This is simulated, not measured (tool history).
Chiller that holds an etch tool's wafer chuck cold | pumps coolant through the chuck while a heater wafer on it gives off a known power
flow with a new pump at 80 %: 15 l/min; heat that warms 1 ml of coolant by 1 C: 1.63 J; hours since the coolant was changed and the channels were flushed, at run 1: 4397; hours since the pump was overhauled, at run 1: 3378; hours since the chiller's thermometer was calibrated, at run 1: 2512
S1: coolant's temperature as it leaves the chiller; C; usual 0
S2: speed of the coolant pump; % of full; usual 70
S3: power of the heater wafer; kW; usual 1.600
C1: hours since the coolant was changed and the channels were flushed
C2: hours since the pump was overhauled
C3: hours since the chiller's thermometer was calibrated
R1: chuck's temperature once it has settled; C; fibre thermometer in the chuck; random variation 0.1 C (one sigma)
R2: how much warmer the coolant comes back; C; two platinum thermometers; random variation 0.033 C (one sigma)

Run 1, hour 0.0: usual settings; C1 4397; C2 3378; C3 2512. Result: R1 16.5 C, R2 4.96 C.
Run 2, hour 88.0: usual settings; C1 4485; C2 3466; C3 2600. Result: R1 16.6 C, R2 5.04 C.
Run 3, hour 129.9: usual settings; C1 4526; C2 3508; C3 2642. Result: R1 16.5 C, R2 5.01 C.
Run 4, hour 202.8: usual settings; C1 4599; C2 3581; C3 2714. Result: R1 16.7 C, R2 5.02 C.
Run 5, hour 267.5: usual settings; C1 4664; C2 3646; C3 2779. Result: R1 16.7 C, R2 4.98 C.
Run 6, hour 316.4: usual settings; C1 4713; C2 3694; C3 2828. Result: R1 16.9 C, R2 4.99 C.
Run 7, hour 362.5: usual settings; C1 4759; C2 3741; C3 2874. Result: R1 16.9 C, R2 5.04 C.
Run 8, hour 418.3: usual settings; C1 4815; C2 3796; C3 2930. Result: R1 17.1 C, R2 5.05 C.
Run 9, hour 484.5: usual settings; C1 4881; C2 3863; C3 2996. Result: R1 17.2 C, R2 5.09 C.
Run 10, hour 534.4: usual settings; C1 4931; C2 3912; C3 3046. Result: R1 17.1 C, R2 4.97 C.
Run 11, hour 603.9: usual settings but S2 86 % of full; C1 5000; C2 3982; C3 3116. Result: R1 14.5 C, R2 4.06 C.
Run 12, hour 690.4: usual settings but S2 86 % of full; C1 5087; C2 4068; C3 3202. Result: R1 14.4 C, R2 4.07 C.
At hour 753.0: coolant changed, channels flushed.
Run 13, hour 768.7: usual settings but S2 86 % of full; C1 16; C2 4141; C3 3274. Result: R1 12.5 C, R2 4.05 C.
Run 14, hour 819.2: usual settings but S2 86 % of full; C1 66; C2 4191; C3 3325. Result: R1 12.5 C, R2 4.04 C.
Run 15, hour 861.6: usual settings but S2 86 % of full; C1 109; C2 4234; C3 3367. Result: R1 12.6 C, R2 4.07 C.
Run 16, hour 952.2: usual settings but S2 86 % of full; C1 199; C2 4324; C3 3458. Result: R1 12.7 C, R2 4.06 C.
Run 17, hour 998.8: usual settings but S1 -5 C, S2 81 % of full; C1 246; C2 4371; C3 3505. Result: R1 8.3 C, R2 4.39 C.
At hour 1041.8: chiller's thermometer calibrated.
Run 18, hour 1090.8: usual settings but S1 -5 C, S2 72 % of full, S3 1.904 kW; C1 337; C2 4462; C3 49. Result: R1 12.3 C, R2 5.93 C.
Run 19, hour 1182.7: usual settings but S1 -5 C, S2 72 % of full, S3 1.904 kW; C1 429; C2 4554; C3 141. Result: R1 12.3 C, R2 5.99 C.
Run 20, hour 1231.7: usual settings but S1 8 C, S2 69 % of full, S3 1.659 kW; C1 478; C2 4603; C3 190. Result: R1 23.6 C, R2 5.45 C.
Run 21, hour 1302.1: usual settings but S3 1.894 kW; C1 548; C2 4673; C3 260. Result: R1 18.0 C, R2 6.12 C.
Run 22, hour 1354.0: usual settings but S2 81 % of full, S3 1.257 kW; C1 600; C2 4725; C3 312. Result: R1 10.5 C, R2 3.49 C.
Run 23, hour 1432.7: usual settings but S1 6 C, S2 77 % of full, S3 1.017 kW; C1 679; C2 4804; C3 391. Result: R1 14.9 C, R2 2.94 C.
Run 24, hour 1516.9: usual settings but S1 6 C, S2 77 % of full, S3 2.239 kW; C1 763; C2 4888; C3 475. Result: R1 25.7 C, R2 6.56 C.
Run 25, hour 1558.2: usual settings but S1 -3 C, S2 82 % of full, S3 1.988 kW; C1 804; C2 4929; C3 516. Result: R1 13.5 C, R2 5.41 C.
Run 26, hour 1653.5: usual settings but S1 -9 C; C1 899; C2 5025; C3 612. Result: R1 6.4 C, R2 5.24 C.
Run 27, hour 1695.9: usual settings but S1 -9 C; C1 942; C2 5067; C3 654. Result: R1 6.3 C, R2 5.20 C.
Run 28, hour 1762.8: usual settings but S1 -9 C, S2 84 % of full; C1 1009; C2 5134; C3 721. Result: R1 4.2 C, R2 4.28 C.
Run 29, hour 1804.4: usual settings but S1 6 C, S2 77 % of full, S3 1.119 kW; C1 1050; C2 5175; C3 763. Result: R1 16.1 C, R2 3.27 C.
Run 30, hour 1874.8: usual settings but S1 6 C, S2 71 % of full, S3 1.031 kW; C1 1121; C2 5246; C3 833. Result: R1 15.9 C, R2 3.30 C.
Run 31, hour 1925.2: usual settings but S1 6 C, S2 71 % of full, S3 1.031 kW; C1 1171; C2 5296; C3 883. Result: R1 15.9 C, R2 3.33 C.
Run 32, hour 2013.6: usual settings but S1 -2 C, S3 1.115 kW; C1 1260; C2 5385; C3 972. Result: R1 8.9 C, R2 3.64 C.

Forecast each of these 3 alternatives for the next run:
Run A, hour 2074.5: usual settings but S1 2 C; C1 1320; C2 5446; C3 1033. Result: R1 ?, R2 ?.
Run B, hour 2074.5: usual settings but S1 -2 C, S3 1.934 kW; C1 1320; C2 5446; C3 1033. Result: R1 ?, R2 ?.
Run C, hour 2074.5: usual settings but S1 -9 C, S2 78 % of full, S3 2.265 kW; C1 1320; C2 5446; C3 1033. Result: R1 ?, R2 ?.

run    R1    R2
  A  17.5  5.22
  B  17.1  6.37
  C  11.2  6.58
Without the tool's hidden state the same runs would have given:
run    R1    R2
  A  15.2  4.50
  B  14.3  5.50
  C   8.3  5.67

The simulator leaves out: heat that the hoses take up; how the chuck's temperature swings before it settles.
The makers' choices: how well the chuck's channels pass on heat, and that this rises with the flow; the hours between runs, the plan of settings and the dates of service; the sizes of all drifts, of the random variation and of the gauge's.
